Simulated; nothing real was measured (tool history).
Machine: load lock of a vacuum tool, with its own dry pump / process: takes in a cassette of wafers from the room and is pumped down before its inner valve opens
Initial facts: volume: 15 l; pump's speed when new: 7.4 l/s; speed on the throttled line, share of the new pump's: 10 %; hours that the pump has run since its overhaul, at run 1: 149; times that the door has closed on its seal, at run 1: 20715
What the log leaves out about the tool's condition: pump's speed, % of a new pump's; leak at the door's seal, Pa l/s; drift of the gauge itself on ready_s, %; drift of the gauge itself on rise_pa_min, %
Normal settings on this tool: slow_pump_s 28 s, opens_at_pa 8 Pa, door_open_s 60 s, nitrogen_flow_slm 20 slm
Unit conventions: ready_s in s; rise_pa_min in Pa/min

run,day,slow_pump_s,opens_at_pa,door_open_s,nitrogen_flow_slm,hours that the pump has run since its overhaul,times that the door has closed on its seal,"incoming humidity of the room's air, %",ready_s,rise_pa_min
1,0.000,28,8,60,20,149,20715,47.1,44.4,0.182
2,15.396,28,8,60,20,519,21309,42.4,44.6,0.178
3,31.983,28,8,60,20,917,21949,44.8,44.9,0.191
4,47.600,28,9,60,20,1292,22552,46.2,44.3,0.192
5,64.479,28,9,60,20,1697,23204,48.4,45.1,0.207
6,79.658,28,9,60,20,2061,23790,44.7,44.7,0.211
7,91.583,28,9,60,20,2347,24250,43.6,45.7,0.219
8,106.517,28,9,60,20,2706,24827,43.3,45.0,0.224
9,115.638,28,9,60,20,2925,25179,45.0,45.0,0.225
10,131.146,28,9,60,20,3297,25778,45.4,45.6,0.230
11,151.950,28,9,60,20,3796,26581,44.3,45.5,0.238
12,165.771,28,8,60,8,4128,27114,48.7,45.9,0.269
13,175.421,28,8,60,8,4359,27487,43.9,46.7,0.260
14,188.008,15,12,75,25,4661,27973,46.1,33.7,0.253
15,204.150,31,10,38,20,5049,28596,45.4,48.7,0.253
16,217.675,31,10,38,20,5373,29118,50.8,48.7,0.263
17,232.925,17,8,60,21,5739,29707,39.8,36.5,0.272
18,243.133,17,8,60,21,5984,30101,46.4,36.9,0.274
19,260.783,17,8,60,21,6408,30782,44.6,37.7,0.290
20,272.688,43,11,109,19,6694,31242,45.2,59.2,0.314

Forecast each of these 5 alternatives for the next run:
A,288.267,54,11,130,20,7068,31844,47.0,?,?
B,288.267,43,11,111,19,7068,31844,44.1,?,?
C,288.267,43,11,109,6,7068,31844,46.0,?,?
D,288.267,28,15,56,20,7068,31844,45.7,?,?
E,288.267,50,8,42,10,7068,31844,44.4,?,?

run,ready_s,rise_pa_min
A,69.1,0.331
B,59.3,0.321
C,59.8,0.357
D,45.6,0.302
E,66.9,0.305
The same runs, with their run-to-run variation unchanged, on a tool lacking any hidden condition would have given:
run,ready_s,rise_pa_min
A,66.9,0.082
B,56.9,0.071
C,57.3,0.104
D,43.1,0.047
E,64.5,0.055

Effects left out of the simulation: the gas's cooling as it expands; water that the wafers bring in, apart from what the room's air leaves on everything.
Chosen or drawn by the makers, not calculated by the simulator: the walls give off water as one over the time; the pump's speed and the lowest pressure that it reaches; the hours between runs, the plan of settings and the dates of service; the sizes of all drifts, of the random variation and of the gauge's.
